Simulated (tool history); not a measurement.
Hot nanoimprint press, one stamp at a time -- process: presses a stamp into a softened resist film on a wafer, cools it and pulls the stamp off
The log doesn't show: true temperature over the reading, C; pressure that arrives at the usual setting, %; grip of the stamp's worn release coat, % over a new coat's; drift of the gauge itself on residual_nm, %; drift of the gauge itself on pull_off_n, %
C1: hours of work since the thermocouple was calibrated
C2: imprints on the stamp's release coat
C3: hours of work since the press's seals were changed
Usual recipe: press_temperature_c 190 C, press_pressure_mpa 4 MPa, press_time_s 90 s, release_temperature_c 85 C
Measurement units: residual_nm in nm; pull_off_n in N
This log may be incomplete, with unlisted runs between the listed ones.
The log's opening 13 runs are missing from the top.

{"run": 14, "hour": 131.6, "press_temperature_c": 190, "press_pressure_mpa": 4, "press_time_s": 90, "release_temperature_c": 88, "C1": 113, "C2": 833, "C3": 113, "residual_nm": 186.6, "pull_off_n": 102}
{"run": 15, "hour": 144.9, "press_temperature_c": 190, "press_pressure_mpa": 4.81, "press_time_s": 90, "release_temperature_c": 85, "C1": 123, "C2": 873, "C3": 123, "residual_nm": 172.7, "pull_off_n": 107}
{"run": 16, "hour": 153.4, "press_temperature_c": 190, "press_pressure_mpa": 4.81, "press_time_s": 90, "release_temperature_c": 85, "C1": 129, "C2": 899, "C3": 129, "residual_nm": 170.2, "pull_off_n": 108}
{"run": 17, "hour": 161.0, "press_temperature_c": 184, "press_pressure_mpa": 4.81, "press_time_s": 90, "release_temperature_c": 85, "C1": 135, "C2": 922, "C3": 135, "residual_nm": 218.1, "pull_off_n": 107}
{"run": 18, "hour": 173.9, "press_temperature_c": 197, "press_pressure_mpa": 5.92, "press_time_s": 157, "release_temperature_c": 76, "C1": 144, "C2": 962, "C3": 144, "residual_nm": 93.1, "pull_off_n": 117}
{"hour": 178.2, "done": "plate thermocouple calibrated"}
{"run": 19, "hour": 184.6, "press_temperature_c": 197, "press_pressure_mpa": 5.92, "press_time_s": 157, "release_temperature_c": 76, "C1": 5, "C2": 985, "C3": 150, "residual_nm": 95.7, "pull_off_n": 117}
{"run": 20, "hour": 195.7, "press_temperature_c": 197, "press_pressure_mpa": 5.92, "press_time_s": 157, "release_temperature_c": 76, "C1": 13, "C2": 1019, "C3": 158, "residual_nm": 95, "pull_off_n": 119}
{"run": 21, "hour": 203.5, "press_temperature_c": 179, "press_pressure_mpa": 4, "press_time_s": 167, "release_temperature_c": 85, "C1": 19, "C2": 1043, "C3": 164, "residual_nm": 230.8, "pull_off_n": 113}
{"run": 22, "hour": 213.3, "press_temperature_c": 184, "press_pressure_mpa": 4, "press_time_s": 58, "release_temperature_c": 80, "C1": 26, "C2": 1073, "C3": 171, "residual_nm": 281.5, "pull_off_n": 114}
{"run": 23, "hour": 221.6, "press_temperature_c": 184, "press_pressure_mpa": 4.7, "press_time_s": 58, "release_temperature_c": 80, "C1": 32, "C2": 1099, "C3": 178, "residual_nm": 263.8, "pull_off_n": 118}
{"run": 24, "hour": 230.8, "press_temperature_c": 200, "press_pressure_mpa": 4, "press_time_s": 152, "release_temperature_c": 93, "C1": 39, "C2": 1127, "C3": 184, "residual_nm": 105.2, "pull_off_n": 97}
{"run": 25, "hour": 242.7, "press_temperature_c": 184, "press_pressure_mpa": 5.27, "press_time_s": 135, "release_temperature_c": 75, "C1": 48, "C2": 1163, "C3": 193, "residual_nm": 182.5, "pull_off_n": 118}
{"hour": 247.1, "done": "plate thermocouple calibrated, once more"}
{"run": 26, "hour": 260.0, "press_temperature_c": 190, "press_pressure_mpa": 4, "press_time_s": 90, "release_temperature_c": 91, "C1": 10, "C2": 1207, "C3": 204, "residual_nm": 184.4, "pull_off_n": 102}
{"run": 27, "hour": 272.3, "press_temperature_c": 190, "press_pressure_mpa": 3.78, "press_time_s": 90, "release_temperature_c": 85, "C1": 19, "C2": 1244, "C3": 213, "residual_nm": 190.6, "pull_off_n": 112}
{"run": 28, "hour": 281.4, "press_temperature_c": 178, "press_pressure_mpa": 3.78, "press_time_s": 127, "release_temperature_c": 88, "C1": 25, "C2": 1272, "C3": 220, "residual_nm": 261.5, "pull_off_n": 109}
{"run": 29, "hour": 295.0, "press_temperature_c": 178, "press_pressure_mpa": 3.78, "press_time_s": 127, "release_temperature_c": 88, "C1": 36, "C2": 1314, "C3": 230, "residual_nm": 261.7, "pull_off_n": 107}
{"run": 30, "hour": 306.2, "press_temperature_c": 184, "press_pressure_mpa": 3.12, "press_time_s": 126, "release_temperature_c": 85, "C1": 44, "C2": 1348, "C3": 238, "residual_nm": 226.9, "pull_off_n": 111}

Each row is a separate what-if for the run after 30, all from the same tool condition, not one after another. Results?
{"run": "A", "hour": 320.2, "press_temperature_c": 185, "press_pressure_mpa": 4, "press_time_s": 55, "release_temperature_c": 85, "C1": 54, "C2": 1391, "C3": 249, "residual_nm": "?", "pull_off_n": "?"}
{"run": "B", "hour": 320.2, "press_temperature_c": 199, "press_pressure_mpa": 3.3, "press_time_s": 126, "release_temperature_c": 72, "C1": 54, "C2": 1391, "C3": 249, "residual_nm": "?", "pull_off_n": "?"}
{"run": "C", "hour": 320.2, "press_temperature_c": 184, "press_pressure_mpa": 4.29, "press_time_s": 135, "release_temperature_c": 85, "C1": 54, "C2": 1391, "C3": 249, "residual_nm": "?", "pull_off_n": "?"}

run=A residual_nm=268.5 pull_off_n=117
run=B residual_nm=128 pull_off_n=133
run=C residual_nm=193.7 pull_off_n=109
Without the tool's hidden state the same runs would have given:
run=A residual_nm=264.9 pull_off_n=99
run=B residual_nm=126.2 pull_off_n=112
run=C residual_nm=190.5 pull_off_n=92

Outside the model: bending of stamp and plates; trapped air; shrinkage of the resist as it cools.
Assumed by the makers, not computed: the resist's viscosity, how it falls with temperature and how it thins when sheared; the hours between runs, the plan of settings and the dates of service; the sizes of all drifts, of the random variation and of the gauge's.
